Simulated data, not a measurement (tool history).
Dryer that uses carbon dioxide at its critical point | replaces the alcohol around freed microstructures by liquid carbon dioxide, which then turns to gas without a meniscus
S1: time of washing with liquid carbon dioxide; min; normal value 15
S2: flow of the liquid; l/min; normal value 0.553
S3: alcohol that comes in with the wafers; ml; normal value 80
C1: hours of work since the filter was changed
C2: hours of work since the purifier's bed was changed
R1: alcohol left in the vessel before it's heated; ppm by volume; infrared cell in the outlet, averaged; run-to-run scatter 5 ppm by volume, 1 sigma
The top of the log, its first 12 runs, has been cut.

Run 13, day 3.183: usual settings but S3 53 ml; C1 60; C2 215. Result: R1 112 ppm by volume.
Run 14, day 3.492: usual settings but S3 53 ml; C1 63; C2 219. Result: R1 108 ppm by volume.
Run 15, day 3.858: usual settings but S3 53 ml; C1 67; C2 223. Result: R1 113 ppm by volume.
Run 16, day 4.188: usual settings but S3 53 ml; C1 71; C2 227. Result: R1 114 ppm by volume.
Run 17, day 4.362: usual settings; C1 73; C2 229. Result: R1 138 ppm by volume.
Run 18, day 4.704: usual settings; C1 77; C2 232. Result: R1 144 ppm by volume.
Run 19, day 4.950: usual settings but S1 14 min; C1 79; C2 235. Result: R1 189 ppm by volume.
Run 20, day 5.267: usual settings but S1 14 min; C1 83; C2 239. Result: R1 191 ppm by volume.
Run 21, day 5.571: usual settings but S1 14 min, S2 0.752 l/min; C1 86; C2 242. Result: R1 87 ppm by volume.
Run 22, day 5.758: usual settings; C1 89; C2 244. Result: R1 160 ppm by volume.
Run 23, day 6.100: usual settings; C1 92; C2 248. Result: R1 152 ppm by volume.
Run 24, day 6.417: usual settings; C1 96; C2 252. Result: R1 151 ppm by volume.
Run 25, day 6.750: usual settings but S1 14 min, S2 0.452 l/min, S3 31 ml; C1 100; C2 255. Result: R1 227 ppm by volume.
Run 26, day 7.125: usual settings but S1 14 min, S2 0.452 l/min, S3 31 ml; C1 104; C2 260. Result: R1 234 ppm by volume.

Estimate the outcome of run 27 from the log above:
Run 27, day 7.367: usual settings but S1 14 min, S2 0.452 l/min, S3 31 ml; C1 107; C2 262. Result: R1 ?.

Run 27 gave R1 245 ppm by volume.
Take away the tool's hidden state, keep the run-to-run variation as it was, and the same run would have given R1 98 ppm by volume.
